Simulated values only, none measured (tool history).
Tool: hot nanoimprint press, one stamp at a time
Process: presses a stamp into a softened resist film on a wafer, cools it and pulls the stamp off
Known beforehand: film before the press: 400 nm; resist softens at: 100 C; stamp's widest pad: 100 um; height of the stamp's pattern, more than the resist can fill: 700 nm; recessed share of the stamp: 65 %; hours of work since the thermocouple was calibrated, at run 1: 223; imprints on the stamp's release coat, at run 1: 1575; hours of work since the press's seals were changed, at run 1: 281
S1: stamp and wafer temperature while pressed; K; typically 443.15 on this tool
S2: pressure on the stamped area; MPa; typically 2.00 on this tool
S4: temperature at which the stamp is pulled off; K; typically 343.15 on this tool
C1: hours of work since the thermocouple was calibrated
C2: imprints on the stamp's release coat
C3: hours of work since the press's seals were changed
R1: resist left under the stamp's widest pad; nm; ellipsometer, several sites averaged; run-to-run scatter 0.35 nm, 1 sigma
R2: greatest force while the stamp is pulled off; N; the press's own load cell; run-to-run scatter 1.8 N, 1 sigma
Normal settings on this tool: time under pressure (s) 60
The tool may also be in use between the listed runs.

{"run": 1, "hour": 0.0, "S1": 443.15, "S2": 2.0, "time under pressure (s)": 60, "S4": 343.15, "C1": 223, "C2": 1575, "C3": 281, "R1": 161.4, "R2": 157}
{"run": 2, "hour": 12.2, "S1": 443.15, "S2": 2.0, "time under pressure (s)": 80, "S4": 343.15, "C1": 229, "C2": 1594, "C3": 288, "R1": 143.2, "R2": 161}
{"run": 3, "hour": 20.9, "S1": 443.15, "S2": 2.0, "time under pressure (s)": 80, "S4": 343.15, "C1": 234, "C2": 1608, "C3": 292, "R1": 143.3, "R2": 160}
{"run": 4, "hour": 37.3, "S1": 443.15, "S2": 2.0, "time under pressure (s)": 60, "S4": 343.15, "C1": 242, "C2": 1634, "C3": 300, "R1": 161.2, "R2": 161}
{"run": 5, "hour": 47.8, "S1": 443.15, "S2": 2.0, "time under pressure (s)": 60, "S4": 347.15, "C1": 247, "C2": 1651, "C3": 306, "R1": 161.1, "R2": 154}
{"run": 6, "hour": 55.1, "S1": 443.15, "S2": 2.0, "time under pressure (s)": 60, "S4": 347.15, "C1": 251, "C2": 1662, "C3": 309, "R1": 161.1, "R2": 153}
{"run": 7, "hour": 69.4, "S1": 443.15, "S2": 2.0, "time under pressure (s)": 60, "S4": 347.15, "C1": 258, "C2": 1685, "C3": 317, "R1": 161.1, "R2": 155}
{"run": 8, "hour": 81.0, "S1": 443.15, "S2": 2.0, "time under pressure (s)": 60, "S4": 343.15, "C1": 264, "C2": 1703, "C3": 322, "R1": 160.8, "R2": 162}
{"run": 9, "hour": 93.4, "S1": 443.15, "S2": 2.0, "time under pressure (s)": 60, "S4": 343.15, "C1": 270, "C2": 1723, "C3": 329, "R1": 160.7, "R2": 163}
{"run": 10, "hour": 108.9, "S1": 443.15, "S2": 2.0, "time under pressure (s)": 60, "S4": 343.15, "C1": 278, "C2": 1747, "C3": 337, "R1": 160.2, "R2": 163}
{"run": 11, "hour": 124.7, "S1": 443.15, "S2": 2.0, "time under pressure (s)": 60, "S4": 343.15, "C1": 286, "C2": 1772, "C3": 345, "R1": 160.9, "R2": 169}
{"run": 12, "hour": 133.1, "S1": 443.15, "S2": 2.0, "time under pressure (s)": 60, "S4": 342.15, "C1": 290, "C2": 1786, "C3": 349, "R1": 160.7, "R2": 168}
{"run": 13, "hour": 141.8, "S1": 443.15, "S2": 2.0, "time under pressure (s)": 60, "S4": 343.15, "C1": 295, "C2": 1799, "C3": 353, "R1": 160.5, "R2": 166}
{"run": 14, "hour": 152.5, "S1": 443.15, "S2": 2.0, "time under pressure (s)": 60, "S4": 343.15, "C1": 300, "C2": 1816, "C3": 359, "R1": 159.9, "R2": 165}
{"run": 15, "hour": 163.7, "S1": 443.15, "S2": 2.0, "time under pressure (s)": 60, "S4": 340.15, "C1": 306, "C2": 1834, "C3": 364, "R1": 160.8, "R2": 174}
{"run": 16, "hour": 172.4, "S1": 438.15, "S2": 1.92, "time under pressure (s)": 37, "S4": 343.15, "C1": 310, "C2": 1848, "C3": 369, "R1": 237.4, "R2": 164}
{"run": 17, "hour": 184.8, "S1": 436.15, "S2": 2.39, "time under pressure (s)": 32, "S4": 343.15, "C1": 317, "C2": 1868, "C3": 375, "R1": 248.2, "R2": 167}
{"run": 18, "hour": 198.2, "S1": 436.15, "S2": 2.39, "time under pressure (s)": 32, "S4": 343.15, "C1": 323, "C2": 1889, "C3": 382, "R1": 247.7, "R2": 166}
{"run": 19, "hour": 209.8, "S1": 436.15, "S2": 2.39, "time under pressure (s)": 32, "S4": 343.15, "C1": 329, "C2": 1907, "C3": 388, "R1": 249.0, "R2": 163}
{"run": 20, "hour": 225.8, "S1": 449.15, "S2": 1.6, "time under pressure (s)": 32, "S4": 334.15, "C1": 337, "C2": 1933, "C3": 396, "R1": 177.3, "R2": 189}
{"run": 21, "hour": 234.3, "S1": 449.15, "S2": 1.6, "time under pressure (s)": 32, "S4": 334.15, "C1": 342, "C2": 1946, "C3": 400, "R1": 178.2, "R2": 189}
{"run": 22, "hour": 250.2, "S1": 450.15, "S2": 3.01, "time under pressure (s)": 32, "S4": 345.15, "C1": 350, "C2": 1971, "C3": 408, "R1": 129.3, "R2": 160}
{"run": 23, "hour": 262.2, "S1": 452.15, "S2": 1.41, "time under pressure (s)": 39, "S4": 336.15, "C1": 356, "C2": 1990, "C3": 414, "R1": 154.8, "R2": 180}
{"run": 24, "hour": 273.6, "S1": 443.15, "S2": 1.29, "time under pressure (s)": 60, "S4": 340.15, "C1": 362, "C2": 2008, "C3": 420, "R1": 191.8, "R2": 178}
{"run": 25, "hour": 286.4, "S1": 443.15, "S2": 1.29, "time under pressure (s)": 60, "S4": 340.15, "C1": 368, "C2": 2028, "C3": 426, "R1": 192.7, "R2": 176}
{"run": 26, "hour": 295.2, "S1": 443.15, "S2": 2.48, "time under pressure (s)": 113, "S4": 340.15, "C1": 372, "C2": 2042, "C3": 431, "R1": 110.4, "R2": 181}
{"run": 27, "hour": 303.7, "S1": 442.15, "S2": 1.74, "time under pressure (s)": 60, "S4": 334.15, "C1": 377, "C2": 2056, "C3": 435, "R1": 176.8, "R2": 194}
{"run": 28, "hour": 312.4, "S1": 447.15, "S2": 2.36, "time under pressure (s)": 60, "S4": 343.15, "C1": 381, "C2": 2070, "C3": 439, "R1": 124.8, "R2": 169}
{"run": 29, "hour": 322.6, "S1": 453.15, "S2": 1.78, "time under pressure (s)": 46, "S4": 343.15, "C1": 386, "C2": 2086, "C3": 445, "R1": 124.6, "R2": 165}

Some steps in R1 between neighbouring runs. How much of each would the tool show without its hidden state too (settings, what came in, random variation), and how much is left for the hidden state, with any gauge scatter that isn't in both results?
The hidden state here: true temperature over the reading, C; pressure that arrives at the usual setting, %; grip of the stamp's worn release coat, % over a new coat's; drift of the gauge itself on residual_nm, %; drift of the gauge itself on pull_off_n, %.
Run 15 -> 16: S1 443.15 -> 438.15, S2 2.00 -> 1.92, time under pressure (s) 60 -> 37, S4 340.15 -> 343.15. R1 +76.6 nm: hidden state -1.0, all else +77.6.
Run 21 -> 22: S1 449.15 -> 450.15, S2 1.60 -> 3.01, S4 334.15 -> 345.15. R1 -48.9 nm: hidden state +2.2, all else -51.1.
Run 25 -> 26: S2 1.29 -> 2.48, time under pressure (s) 60 -> 113. R1 -82.3 nm: hidden state +2.7, all else -85.0.

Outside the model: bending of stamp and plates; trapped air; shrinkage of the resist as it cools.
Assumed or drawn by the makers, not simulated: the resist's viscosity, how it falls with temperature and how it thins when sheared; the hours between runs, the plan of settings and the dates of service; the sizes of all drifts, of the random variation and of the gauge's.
